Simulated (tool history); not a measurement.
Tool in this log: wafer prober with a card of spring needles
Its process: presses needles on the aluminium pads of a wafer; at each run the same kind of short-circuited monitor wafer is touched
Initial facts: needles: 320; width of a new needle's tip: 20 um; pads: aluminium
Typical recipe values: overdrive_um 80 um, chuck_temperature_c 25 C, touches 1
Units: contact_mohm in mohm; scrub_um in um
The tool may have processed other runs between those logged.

| run | hour | overdrive_um | chuck_temperature_c | touches | contact_mohm | scrub_um |
|---|---|---|---|---|---|---|
| 1 | 0.0 | 80 | 25 | 1 | 111 | 13.87 |
|  | 1.8 | tips cleaned on abrasive film |
| 2 | 18.8 | 80 | 25 | 1 | 111 | 13.85 |
|  | 21.8 | tips cleaned on abrasive film |
| 3 | 32.0 | 80 | 25 | 1 | 109 | 13.84 |
|  | 41.7 | tips cleaned on abrasive film |
| 4 | 41.7 | 80 | 25 | 1 | 98 | 13.84 |
| 5 | 58.0 | 80 | 25 | 1 | 111 | 13.83 |
|  | 62.3 | tips cleaned on abrasive film |
| 6 | 70.9 | 80 | 25 | 1 | 106 | 13.82 |
|  | 81.8 | tips cleaned on abrasive film |
| 7 | 89.1 | 80 | 25 | 1 | 107 | 13.83 |
| 8 | 97.1 | 80 | 25 | 1 | 112 | 13.82 |
|  | 101.6 | tips cleaned on abrasive film |
| 9 | 112.9 | 80 | 25 | 1 | 106 | 13.81 |
|  | 121.0 | tips cleaned on abrasive film |
| 10 | 130.4 | 80 | 25 | 1 | 108 | 13.80 |
|  | 140.4 | tips cleaned on abrasive film |
| 11 | 143.0 | 80 | 25 | 1 | 102 | 13.78 |
| 12 | 154.0 | 80 | 25 | 1 | 110 | 13.79 |
|  | 160.0 | tips cleaned on abrasive film |
| 13 | 171.3 | 66 | 25 | 1 | 115 | 11.35 |
|  | 179.7 | tips cleaned on abrasive film |
| 14 | 180.4 | 66 | 25 | 1 | 103 | 11.35 |
|  | 199.2 | tips cleaned on abrasive film |
| 15 | 199.2 | 66 | 25 | 2 | 101 | 11.33 |
| 16 | 213.1 | 80 | 25 | 1 | 109 | 13.77 |
|  | 219.6 | tips cleaned on abrasive film |
| 17 | 228.9 | 80 | 25 | 1 | 108 | 13.76 |
|  | 239.1 | tips cleaned on abrasive film |
| 18 | 242.4 | 80 | 34 | 1 | 104 | 13.75 |
| 19 | 257.4 | 80 | 34 | 1 | 114 | 13.76 |
|  | 258.4 | tips cleaned on abrasive film |
| 20 | 272.9 | 80 | 34 | 1 | 110 | 13.75 |
|  | 277.7 | tips cleaned on abrasive film |
| 21 | 290.0 | 80 | 34 | 1 | 111 | 13.74 |
|  | 297.0 | tips cleaned on abrasive film |
| 22 | 304.5 | 64 | 54 | 2 | 112 | 10.94 |
|  | 316.7 | tips cleaned on abrasive film |
| 23 | 317.7 | 63 | 43 | 1 | 106 | 10.78 |
| 24 | 326.0 | 63 | 43 | 1 | 114 | 10.78 |
| 25 | 334.9 | 81 | 82 | 3 | 110 | 13.88 |
|  | 336.4 | tips cleaned on abrasive film |
| 26 | 346.5 | 80 | 74 | 2 | 109 | 13.71 |
|  | 355.9 | tips cleaned on abrasive film |
| 27 | 355.9 | 62 | 102 | 3 | 111 | 10.58 |
| 28 | 367.8 | 62 | 32 | 2 | 112 | 10.56 |
|  | 376.7 | tips cleaned on abrasive film |
| 29 | 376.8 | 62 | 32 | 2 | 103 | 10.56 |
| 30 | 385.1 | 70 | 85 | 2 | 115 | 11.94 |
| 31 | 393.2 | 70 | 85 | 2 | 115 | 11.93 |
|  | 396.1 | tips cleaned on abrasive film |
| 32 | 404.9 | 70 | 85 | 2 | 114 | 11.94 |
|  | 415.5 | tips cleaned on abrasive film |
| 33 | 418.6 | 70 | 85 | 2 | 109 | 11.94 |
| 34 | 427.1 | 85 | 79 | 2 | 110 | 14.54 |

Below are 3 alternative next runs, each starting from the tool's condition after run 34. Predict each:
|  | 430.3 | height of the first contact set anew |
|  | 435.0 | tips cleaned on abrasive film |
| A | 445.6 | 85 | 38 | 2 | ? | ? |
|  | 430.3 | height of the first contact set anew |
|  | 435.0 | tips cleaned on abrasive film |
| B | 445.6 | 61 | 81 | 2 | ? | ? |
|  | 430.3 | height of the first contact set anew |
|  | 435.0 | tips cleaned on abrasive film |
| C | 445.6 | 80 | 71 | 2 | ? | ? |

| run | contact_mohm | scrub_um |
|---|---|---|
| A | 105 | 14.74 |
| B | 116 | 10.57 |
| C | 108 | 13.86 |
With the hidden condition removed and each run's random variation left untouched, the same runs would have given:
| run | contact_mohm | scrub_um |
|---|---|---|
| A | 99 | 14.75 |
| B | 108 | 10.58 |
| C | 102 | 13.87 |
